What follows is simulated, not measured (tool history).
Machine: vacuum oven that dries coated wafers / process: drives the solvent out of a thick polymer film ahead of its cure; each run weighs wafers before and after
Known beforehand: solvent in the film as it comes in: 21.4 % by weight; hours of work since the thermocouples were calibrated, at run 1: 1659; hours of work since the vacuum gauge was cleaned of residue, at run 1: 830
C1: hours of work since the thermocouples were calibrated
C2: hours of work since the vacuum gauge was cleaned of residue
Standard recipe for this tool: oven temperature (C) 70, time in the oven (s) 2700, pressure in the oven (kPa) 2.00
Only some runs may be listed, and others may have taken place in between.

run 1 hour=0.0 | oven_temperature_(C)=70 time_in_the_oven_(s)=2700 pressure_in_the_oven_(kPa)=2.00 | C1=1659 C2=830 | solvent_left_in_the_film_(%)=6.88
run 2 hour=16.0 | oven_temperature_(C)=70 time_in_the_oven_(s)=2700 pressure_in_the_oven_(kPa)=2.00 | C1=1669 C2=840 | solvent_left_in_the_film_(%)=6.87
run 3 hour=36.4 | oven_temperature_(C)=70 time_in_the_oven_(s)=2700 pressure_in_the_oven_(kPa)=2.00 | C1=1681 C2=853 | solvent_left_in_the_film_(%)=6.93
run 4 hour=73.3 | oven_temperature_(C)=70 time_in_the_oven_(s)=2700 pressure_in_the_oven_(kPa)=2.00 | C1=1704 C2=875 | solvent_left_in_the_film_(%)=6.95
-- hour=100.6 oven's thermocouples calibrated
run 5 hour=111.7 | oven_temperature_(C)=70 time_in_the_oven_(s)=2700 pressure_in_the_oven_(kPa)=2.00 | C1=7 C2=898 | solvent_left_in_the_film_(%)=5.71
run 6 hour=128.3 | oven_temperature_(C)=70 time_in_the_oven_(s)=2700 pressure_in_the_oven_(kPa)=2.00 | C1=17 C2=908 | solvent_left_in_the_film_(%)=5.77
run 7 hour=153.1 | oven_temperature_(C)=82 time_in_the_oven_(s)=2700 pressure_in_the_oven_(kPa)=2.00 | C1=32 C2=923 | solvent_left_in_the_film_(%)=2.78

What will run 8 give?
run 8 hour=176.2 | oven_temperature_(C)=78 time_in_the_oven_(s)=2700 pressure_in_the_oven_(kPa)=4.32 | C1=47 C2=938 | solvent_left_in_the_film_(%)=?

{"run 8": {"solvent left in the film (%)": 6.25}}
Were there no unlogged condition in the tool, this run, its random variation unchanged, would have produced solvent left in the film (%) 5.82.
